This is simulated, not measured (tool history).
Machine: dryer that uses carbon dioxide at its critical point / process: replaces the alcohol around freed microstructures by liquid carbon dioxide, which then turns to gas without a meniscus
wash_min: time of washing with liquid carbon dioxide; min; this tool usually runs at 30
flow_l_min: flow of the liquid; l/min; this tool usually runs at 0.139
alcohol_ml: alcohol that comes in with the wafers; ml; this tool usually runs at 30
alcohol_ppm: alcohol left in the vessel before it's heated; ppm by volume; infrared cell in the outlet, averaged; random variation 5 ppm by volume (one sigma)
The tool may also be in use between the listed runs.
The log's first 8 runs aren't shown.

run 9 day=11.125 | wash_min=30 flow_l_min=0.139 alcohol_ml=30 | alcohol_ppm=107
run 10 day=12.746 | wash_min=30 flow_l_min=0.139 alcohol_ml=32 | alcohol_ppm=128
run 11 day=14.046 | wash_min=30 flow_l_min=0.097 alcohol_ml=30 | alcohol_ppm=601
run 12 day=14.829 | wash_min=30 flow_l_min=0.097 alcohol_ml=30 | alcohol_ppm=613
run 13 day=15.883 | wash_min=30 flow_l_min=0.097 alcohol_ml=30 | alcohol_ppm=621
run 14 day=16.946 | wash_min=30 flow_l_min=0.139 alcohol_ml=29 | alcohol_ppm=152
run 15 day=18.654 | wash_min=30 flow_l_min=0.139 alcohol_ml=29 | alcohol_ppm=155
run 16 day=20.346 | wash_min=30 flow_l_min=0.139 alcohol_ml=29 | alcohol_ppm=163
-- day=21.788 inlet filter changed
run 17 day=21.788 | wash_min=30 flow_l_min=0.139 alcohol_ml=29 | alcohol_ppm=123
run 18 day=23.254 | wash_min=30 flow_l_min=0.139 alcohol_ml=29 | alcohol_ppm=141
run 19 day=24.821 | wash_min=30 flow_l_min=0.139 alcohol_ml=25 | alcohol_ppm=151
run 20 day=25.917 | wash_min=30 flow_l_min=0.139 alcohol_ml=30 | alcohol_ppm=158
run 21 day=27.138 | wash_min=30 flow_l_min=0.139 alcohol_ml=30 | alcohol_ppm=163
run 22 day=29.046 | wash_min=44 flow_l_min=0.164 alcohol_ml=29 | alcohol_ppm=136
run 23 day=30.5 | wash_min=45 flow_l_min=0.161 alcohol_ml=99 | alcohol_ppm=150

Run 24, settings as shown, results not yet in. Your forecast:
run 24 day=31.9 | wash_min=37 flow_l_min=0.139 alcohol_ml=36 | alcohol_ppm=?

{"run 24": {"alcohol_ppm": 168}}
If the tool had no hidden condition, the same run with the same run-to-run variation would have returned alcohol_ppm 12 ppm by volume.

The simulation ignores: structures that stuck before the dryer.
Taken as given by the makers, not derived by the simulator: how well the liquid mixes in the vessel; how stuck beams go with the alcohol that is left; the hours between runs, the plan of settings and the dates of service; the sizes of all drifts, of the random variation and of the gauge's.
